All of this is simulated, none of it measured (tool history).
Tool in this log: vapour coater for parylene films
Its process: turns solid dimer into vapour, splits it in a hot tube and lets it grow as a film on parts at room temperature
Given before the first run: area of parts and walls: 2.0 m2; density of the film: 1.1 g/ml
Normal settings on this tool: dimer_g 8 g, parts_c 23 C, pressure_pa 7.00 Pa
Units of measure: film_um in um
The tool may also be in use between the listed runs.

| run | hour | dimer_g | parts_c | pressure_pa | film_um |
|---|---|---|---|---|---|
| 1 | 0.0 | 8 | 23 | 7.00 | 1.92 |
| 2 | 27.7 | 8 | 27 | 7.00 | 1.62 |
| 3 | 49.8 | 8 | 27 | 7.00 | 1.63 |
| 4 | 73.8 | 8 | 34 | 7.00 | 1.28 |
| 5 | 99.6 | 5 | 34 | 7.00 | 0.80 |
| 6 | 118.9 | 5 | 34 | 7.00 | 0.80 |
| 7 | 133.9 | 4 | 23 | 7.00 | 0.94 |
| 8 | 159.8 | 4 | 23 | 7.00 | 0.93 |
| 9 | 180.7 | 4 | 23 | 7.00 | 0.91 |
| 10 | 208.5 | 8 | 23 | 8.94 | 1.71 |
| 11 | 223.8 | 8 | 23 | 8.94 | 1.71 |
| 12 | 243.6 | 6 | 23 | 7.00 | 1.36 |
| 13 | 264.2 | 6 | 23 | 7.00 | 1.36 |
| 14 | 289.5 | 8 | 23 | 7.00 | 1.80 |
|  | 295.1 | trap's valve overhauled |
| 15 | 317.6 | 8 | 23 | 7.00 | 1.92 |
| 16 | 337.5 | 8 | 23 | 7.00 | 1.90 |
| 17 | 356.3 | 8 | 23 | 7.00 | 1.87 |
| 18 | 378.1 | 8 | 23 | 3.68 | 2.21 |
| 19 | 404.2 | 8 | 23 | 3.68 | 2.20 |
| 20 | 427.9 | 8 | 23 | 3.68 | 2.17 |
| 21 | 454.8 | 8 | 23 | 7.00 | 1.86 |
| 22 | 477.4 | 3 | 34 | 3.47 | 0.57 |
| 23 | 496.1 | 4 | 24 | 3.73 | 1.03 |
| 24 | 515.5 | 4 | 24 | 3.73 | 1.02 |
| 25 | 531.1 | 4 | 25 | 2.36 | 1.11 |
| 26 | 557.5 | 4 | 16 | 3.62 | 1.37 |
|  | 589.8 | trap's valve overhauled |
| 27 | 589.8 | 4 | 16 | 3.62 | 1.45 |
| 28 | 617.6 | 9 | 30 | 2.13 | 2.27 |
| 29 | 638.4 | 4 | 17 | 4.18 | 1.34 |
| 30 | 654.1 | 4 | 17 | 4.18 | 1.32 |
| 31 | 678.9 | 4 | 17 | 4.18 | 1.33 |
| 32 | 702.1 | 4 | 23 | 7.00 | 0.94 |
| 33 | 720.7 | 4 | 23 | 7.00 | 0.95 |
| 34 | 750.2 | 5 | 17 | 2.03 | 1.96 |
| 35 | 773.8 | 3 | 23 | 7.00 | 0.70 |
| 36 | 793.1 | 3 | 23 | 7.00 | 0.69 |
| 37 | 816.4 | 10 | 16 | 4.18 | 3.30 |
| 38 | 835.9 | 7 | 16 | 4.18 | 2.34 |
| 39 | 856.9 | 5 | 31 | 2.98 | 1.06 |
| 40 | 871.0 | 5 | 31 | 2.98 | 1.06 |
|  | 884.9 | trap's valve overhauled |
| 41 | 901.0 | 12 | 23 | 6.34 | 2.96 |
| 42 | 917.4 | 12 | 23 | 6.34 | 2.96 |

Some steps in film_um between neighbouring runs. How much of each would the tool show without its hidden state too (settings, what came in, random variation), and how much is left for the hidden state, with any gauge scatter that isn't in both results?
Hidden state present: vapour lost through the trap's worn valve, %; true temperature of the parts over the reading, C; drift of the gauge itself on film_um, %.
Run 14 -> 15: trap's valve overhauled. film_um +0.12 um: hidden state +0.08, all else +0.04.
Run 21 -> 22: dimer_g 8 -> 3, parts_c 23 -> 34, pressure_pa 7.00 -> 3.47. film_um -1.29 um: hidden state +0.03, all else -1.32.
Run 26 -> 27: trap's valve overhauled. film_um +0.08 um: hidden state +0.08, all else +0.00.
Run 36 -> 37: dimer_g 3 -> 10, parts_c 23 -> 16, pressure_pa 7.00 -> 4.18. film_um +2.61 um: hidden state -0.07, all else +2.68.
Run 40 -> 41: dimer_g 5 -> 12, parts_c 31 -> 23, pressure_pa 2.98 -> 6.34, trap's valve overhauled. film_um +1.90 um: hidden state +0.08, all else +1.82.
